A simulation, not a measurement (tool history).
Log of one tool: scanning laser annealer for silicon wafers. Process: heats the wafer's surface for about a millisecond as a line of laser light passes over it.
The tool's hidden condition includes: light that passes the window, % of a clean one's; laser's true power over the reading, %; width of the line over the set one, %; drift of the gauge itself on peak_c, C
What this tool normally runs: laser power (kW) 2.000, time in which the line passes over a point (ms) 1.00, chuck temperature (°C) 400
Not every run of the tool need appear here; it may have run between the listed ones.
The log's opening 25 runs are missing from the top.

run	hour	laser power (kW)	time in which the line passes over a point (ms)	chuck temperature (°C)	hours of work since the window was cleaned	hours of work since the power meter was calibrated	hours of work since the optics were aligned	highest temperature of the surface (°C)
26	765.2	2.000	1.06	396	283	864	1468	1161
27	803.4	2.000	1.06	396	302	883	1487	1159
28	839.9	1.740	1.07	409	320	900	1505	1084
29	878.2	1.740	0.87	407	338	919	1524	1019
30	920.6	2.000	1.22	403	359	940	1545	1220
31	954.6	1.934	0.77	438	376	957	1561	1068
32	997.0	1.934	0.77	438	397	978	1582	1070
# hour 1022.6: optics aligned, line set to its width
33	1022.6	1.777	1.02	410	407	988	0	1086
34	1052.7	2.011	1.00	437	422	1002	15	1187
35	1088.2	2.011	1.00	365	439	1020	32	1113
36	1131.0	2.011	1.00	365	460	1041	53	1110
37	1172.7	2.011	1.00	365	481	1061	74	1109
38	1211.2	2.011	1.00	365	499	1080	93	1111
39	1246.0	2.105	0.82	438	517	1097	110	1145

5 options for the next run, each taken on its own from the tool as it stands now. Forecast them:
A	1264.9	1.969	0.79	393	526	1107	119	?
B	1264.9	2.177	1.07	425	526	1107	119	?
C	1264.9	2.000	0.83	400	526	1107	119	?
D	1264.9	1.731	0.78	383	526	1107	119	?
E	1264.9	2.000	1.21	400	526	1107	119	?

run	highest temperature of the surface (°C)
A	1044
B	1255
C	1076
D	956
E	1214
The same runs, with their run-to-run variation unchanged, on a tool lacking any hidden condition would have given:
run	highest temperature of the surface (°C)
A	1064
B	1280
C	1097
D	974
E	1239
